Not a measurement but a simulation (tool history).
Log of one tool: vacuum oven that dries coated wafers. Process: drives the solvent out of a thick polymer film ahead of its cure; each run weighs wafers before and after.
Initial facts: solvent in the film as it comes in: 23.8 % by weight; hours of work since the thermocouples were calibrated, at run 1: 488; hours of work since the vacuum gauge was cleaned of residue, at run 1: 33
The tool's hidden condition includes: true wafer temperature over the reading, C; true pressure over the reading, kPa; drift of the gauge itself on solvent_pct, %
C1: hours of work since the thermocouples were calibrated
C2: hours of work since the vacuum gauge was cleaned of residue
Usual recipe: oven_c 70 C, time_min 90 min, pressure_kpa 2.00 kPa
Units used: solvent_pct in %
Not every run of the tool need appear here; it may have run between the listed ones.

{"run": 1, "hour": 0.0, "oven_c": 70, "time_min": 90, "pressure_kpa": 2.0, "C1": 488, "C2": 33, "solvent_pct": 6.0}
{"run": 2, "hour": 43.4, "oven_c": 70, "time_min": 90, "pressure_kpa": 2.0, "C1": 516, "C2": 61, "solvent_pct": 6.06}
{"run": 3, "hour": 103.2, "oven_c": 70, "time_min": 90, "pressure_kpa": 2.0, "C1": 555, "C2": 99, "solvent_pct": 6.04}
{"run": 4, "hour": 183.3, "oven_c": 70, "time_min": 90, "pressure_kpa": 2.0, "C1": 606, "C2": 150, "solvent_pct": 6.06}
{"run": 5, "hour": 237.6, "oven_c": 70, "time_min": 90, "pressure_kpa": 2.0, "C1": 641, "C2": 185, "solvent_pct": 6.15}
{"run": 6, "hour": 284.1, "oven_c": 70, "time_min": 90, "pressure_kpa": 2.0, "C1": 670, "C2": 215, "solvent_pct": 6.13}
{"run": 7, "hour": 340.0, "oven_c": 70, "time_min": 90, "pressure_kpa": 2.0, "C1": 706, "C2": 251, "solvent_pct": 6.12}
{"run": 8, "hour": 405.4, "oven_c": 81, "time_min": 90, "pressure_kpa": 2.0, "C1": 748, "C2": 293, "solvent_pct": 2.19}
{"run": 9, "hour": 487.8, "oven_c": 81, "time_min": 90, "pressure_kpa": 2.0, "C1": 801, "C2": 345, "solvent_pct": 2.24}
{"run": 10, "hour": 556.6, "oven_c": 81, "time_min": 90, "pressure_kpa": 2.0, "C1": 845, "C2": 389, "solvent_pct": 2.29}
{"run": 11, "hour": 616.8, "oven_c": 81, "time_min": 90, "pressure_kpa": 2.0, "C1": 884, "C2": 428, "solvent_pct": 2.29}
{"run": 12, "hour": 653.6, "oven_c": 70, "time_min": 90, "pressure_kpa": 2.0, "C1": 907, "C2": 452, "solvent_pct": 6.24}
{"run": 13, "hour": 692.5, "oven_c": 70, "time_min": 50, "pressure_kpa": 2.0, "C1": 932, "C2": 477, "solvent_pct": 10.18}
{"run": 14, "hour": 744.7, "oven_c": 70, "time_min": 50, "pressure_kpa": 2.0, "C1": 966, "C2": 510, "solvent_pct": 10.14}
{"hour": 772.5, "done": "oven's thermocouples calibrated"}
{"run": 15, "hour": 826.0, "oven_c": 70, "time_min": 50, "pressure_kpa": 2.0, "C1": 34, "C2": 561, "solvent_pct": 9.71}
{"run": 16, "hour": 881.4, "oven_c": 70, "time_min": 50, "pressure_kpa": 2.0, "C1": 70, "C2": 596, "solvent_pct": 9.81}
{"run": 17, "hour": 916.4, "oven_c": 70, "time_min": 50, "pressure_kpa": 2.0, "C1": 92, "C2": 619, "solvent_pct": 9.8}
{"run": 18, "hour": 962.1, "oven_c": 70, "time_min": 50, "pressure_kpa": 2.0, "C1": 121, "C2": 648, "solvent_pct": 9.76}
{"run": 19, "hour": 1011.5, "oven_c": 70, "time_min": 50, "pressure_kpa": 2.0, "C1": 153, "C2": 680, "solvent_pct": 9.76}
{"run": 20, "hour": 1095.2, "oven_c": 70, "time_min": 90, "pressure_kpa": 2.0, "C1": 207, "C2": 733, "solvent_pct": 5.98}
{"run": 21, "hour": 1155.1, "oven_c": 70, "time_min": 90, "pressure_kpa": 2.0, "C1": 245, "C2": 772, "solvent_pct": 5.98}
{"run": 22, "hour": 1190.7, "oven_c": 70, "time_min": 90, "pressure_kpa": 2.0, "C1": 268, "C2": 794, "solvent_pct": 6.01}
{"run": 23, "hour": 1249.1, "oven_c": 70, "time_min": 90, "pressure_kpa": 2.0, "C1": 305, "C2": 832, "solvent_pct": 6.03}
{"run": 24, "hour": 1325.3, "oven_c": 67, "time_min": 144, "pressure_kpa": 2.12, "C1": 354, "C2": 881, "solvent_pct": 4.56}
{"run": 25, "hour": 1384.9, "oven_c": 75, "time_min": 144, "pressure_kpa": 2.12, "C1": 392, "C2": 919, "solvent_pct": 2.11}
{"run": 26, "hour": 1430.5, "oven_c": 75, "time_min": 144, "pressure_kpa": 2.12, "C1": 422, "C2": 948, "solvent_pct": 2.1}
{"run": 27, "hour": 1514.5, "oven_c": 65, "time_min": 90, "pressure_kpa": 1.22, "C1": 475, "C2": 1002, "solvent_pct": 8.0}
{"run": 28, "hour": 1579.4, "oven_c": 63, "time_min": 104, "pressure_kpa": 2.0, "C1": 517, "C2": 1043, "solvent_pct": 8.36}
{"run": 29, "hour": 1652.5, "oven_c": 70, "time_min": 102, "pressure_kpa": 2.0, "C1": 564, "C2": 1090, "solvent_pct": 5.35}
{"run": 30, "hour": 1696.4, "oven_c": 70, "time_min": 78, "pressure_kpa": 2.0, "C1": 592, "C2": 1118, "solvent_pct": 7.11}
{"run": 31, "hour": 1767.3, "oven_c": 59, "time_min": 90, "pressure_kpa": 2.0, "C1": 637, "C2": 1164, "solvent_pct": 11.35}
{"hour": 1806.7, "done": "vacuum gauge cleaned of residue and calibrated"}
{"run": 32, "hour": 1826.1, "oven_c": 56, "time_min": 60, "pressure_kpa": 2.41, "C1": 674, "C2": 12, "solvent_pct": 14.7}
{"run": 33, "hour": 1877.1, "oven_c": 61, "time_min": 90, "pressure_kpa": 3.53, "C1": 707, "C2": 45, "solvent_pct": 11.18}
{"run": 34, "hour": 1915.9, "oven_c": 70, "time_min": 148, "pressure_kpa": 4.51, "C1": 732, "C2": 70, "solvent_pct": 4.7}
{"run": 35, "hour": 1979.7, "oven_c": 75, "time_min": 87, "pressure_kpa": 2.82, "C1": 772, "C2": 111, "solvent_pct": 4.63}
{"run": 36, "hour": 2060.5, "oven_c": 80, "time_min": 64, "pressure_kpa": 3.24, "C1": 824, "C2": 163, "solvent_pct": 4.68}
{"run": 37, "hour": 2114.5, "oven_c": 80, "time_min": 64, "pressure_kpa": 3.24, "C1": 859, "C2": 197, "solvent_pct": 4.67}
{"run": 38, "hour": 2196.5, "oven_c": 70, "time_min": 140, "pressure_kpa": 2.0, "C1": 911, "C2": 250, "solvent_pct": 3.7}
{"run": 39, "hour": 2275.5, "oven_c": 70, "time_min": 90, "pressure_kpa": 6.63, "C1": 962, "C2": 300, "solvent_pct": 8.42}
{"hour": 2311.2, "done": "oven's thermocouples calibrated"}
{"run": 40, "hour": 2347.1, "oven_c": 56, "time_min": 55, "pressure_kpa": 4.87, "C1": 23, "C2": 345, "solvent_pct": 15.91}
{"run": 41, "hour": 2419.5, "oven_c": 56, "time_min": 55, "pressure_kpa": 4.87, "C1": 69, "C2": 391, "solvent_pct": 15.85}
{"run": 42, "hour": 2457.4, "oven_c": 56, "time_min": 55, "pressure_kpa": 4.87, "C1": 94, "C2": 416, "solvent_pct": 15.82}
{"run": 43, "hour": 2491.7, "oven_c": 56, "time_min": 55, "pressure_kpa": 4.87, "C1": 116, "C2": 438, "solvent_pct": 15.85}
{"run": 44, "hour": 2572.4, "oven_c": 70, "time_min": 90, "pressure_kpa": 7.28, "C1": 167, "C2": 489, "solvent_pct": 8.1}
{"run": 45, "hour": 2607.7, "oven_c": 62, "time_min": 48, "pressure_kpa": 3.08, "C1": 190, "C2": 512, "solvent_pct": 13.54}
{"run": 46, "hour": 2691.7, "oven_c": 75, "time_min": 61, "pressure_kpa": 2.62, "C1": 244, "C2": 566, "solvent_pct": 6.34}

Selected run-to-run steps in solvent_pct, each split into two signed amounts: the part the tool would show with no hidden state at all (from settings, incoming material and random variation), and the remainder, which goes to the hidden state together with any gauge scatter not common to the measured and the hidden-state-free results:
Run 11 -> 12: oven_c 81 -> 70. solvent_pct +3.95 %: hidden state +0.27, all else +3.68.
Run 14 -> 15: oven's thermocouples calibrated. solvent_pct -0.43 %: hidden state -0.41, all else -0.02.
Run 39 -> 40: oven_c 70 -> 56, time_min 90 -> 55, pressure_kpa 6.63 -> 4.87, oven's thermocouples calibrated. solvent_pct +7.49 %: hidden state -0.73, all else +8.22.
Run 43 -> 44: oven_c 56 -> 70, time_min 55 -> 90, pressure_kpa 4.87 -> 7.28. solvent_pct -7.75 %: hidden state +0.02, all else -7.77.
Run 45 -> 46: oven_c 62 -> 75, time_min 48 -> 61, pressure_kpa 3.08 -> 2.62. solvent_pct -7.20 %: hidden state +0.03, all else -7.23.
